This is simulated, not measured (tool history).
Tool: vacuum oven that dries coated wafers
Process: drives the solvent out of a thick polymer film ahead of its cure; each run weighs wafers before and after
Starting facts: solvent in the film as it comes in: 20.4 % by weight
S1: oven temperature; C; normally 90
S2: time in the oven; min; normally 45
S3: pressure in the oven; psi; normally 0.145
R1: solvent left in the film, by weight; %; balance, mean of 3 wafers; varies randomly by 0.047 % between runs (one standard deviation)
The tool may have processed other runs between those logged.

run	hour	S1	S2	S3	R1
1	0	90	45	0.145	1.85
2	15.7	90	45	0.145	1.94
3	28.2	90	45	0.145	1.92
4	44.4	90	45	0.145	1.9
5	60.6	93	45	0.145	1.2
6	72.4	93	45	0.145	1.27
7	80.8	93	45	0.145	1.23
8	90	90	65	0.145	1.03
9	99.4	90	65	0.145	1.02
10	109.9	90	65	0.371	1.82
11	126.4	90	45	0.145	1.89
12	142.7	97	45	0.145	0.71
13	152.2	97	45	0.145	0.71
14	165.2	97	45	0.145	0.77
15	174.1	83	45	0.377	5.18
16	183.2	97	45	0.171	0.86
17	192.3	97	45	0.171	0.8
18	202.7	77	45	0.171	7
19	215	90	45	0.263	2.3
20	228.2	90	45	0.263	2.36
21	241.2	91	72	0.277	1.27
22	249.3	91	72	0.421	1.74
23	260.4	105	23	0.345	1.28
24	272.4	86	45	0.145	3.28
25	280	86	45	0.102	3.15

Run 26 comes next. What will it give?
26	289.9	86	45	0.145	?

{"run 26": {"R1": 3.23}}
Had the tool carried no hidden state, the very same run would have given R1 3 %.
